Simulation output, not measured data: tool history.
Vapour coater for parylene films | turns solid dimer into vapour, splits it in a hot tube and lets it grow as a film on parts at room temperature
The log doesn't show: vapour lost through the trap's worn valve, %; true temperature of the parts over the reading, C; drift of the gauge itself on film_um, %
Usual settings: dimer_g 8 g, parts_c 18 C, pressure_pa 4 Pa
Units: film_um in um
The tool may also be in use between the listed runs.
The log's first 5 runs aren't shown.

run   hour  dimer_g  parts_c  pressure_pa  hours of work since the trap's valve was overhauled  hours of work since the table's thermometer was calibrated  film_um
  6   94.9        9       18            4                                                   56                                                         161     2.27
  7  112.4        8       18            4                                                   67                                                         172     2.03
  8  125.3        7       18            4                                                   75                                                         180     1.76
  9  138.2        7       18            4                                                   83                                                         189     1.76
     145.8  -- trap's valve overhauled, once more
 10  162.1        7       18            4                                                   10                                                         201     1.97
 11  181.3        8       12            4                                                   22                                                         213     2.74
 12  196.5        8       12        10.65                                                   32                                                         223     2.22
 13  221.6        8       12          8.4                                                   48                                                         238     2.35
 14  237.5        8       12          8.4                                                   57                                                         248     2.32
 15    265        8       18            4                                                   75                                                         266     2.23
 16  283.9        6       18            4                                                   87                                                         277     1.65
 17  312.4        9       18            4                                                  104                                                         295     2.53
 18  325.9        4       18          3.1                                                  113                                                         304     1.15
 19  347.4        7       20         2.35                                                  126                                                         317     2.05
 20  367.3        7       30         2.19                                                  139                                                         330     1.49
 21  380.3        7       30         2.19                                                  147                                                         338     1.49
 22  395.5        5       20         6.97                                                  157                                                         347     1.14
 23  411.7        5       20         6.97                                                  167                                                         358     1.15

The next listed run, before its measurement:
 24  429.7        5       18        11.67                                                  178                                                         369        ?

{"run 24": {"film_um": 1.11}}
Without the tool's hidden state the same run would have given film_um 1.12 um.

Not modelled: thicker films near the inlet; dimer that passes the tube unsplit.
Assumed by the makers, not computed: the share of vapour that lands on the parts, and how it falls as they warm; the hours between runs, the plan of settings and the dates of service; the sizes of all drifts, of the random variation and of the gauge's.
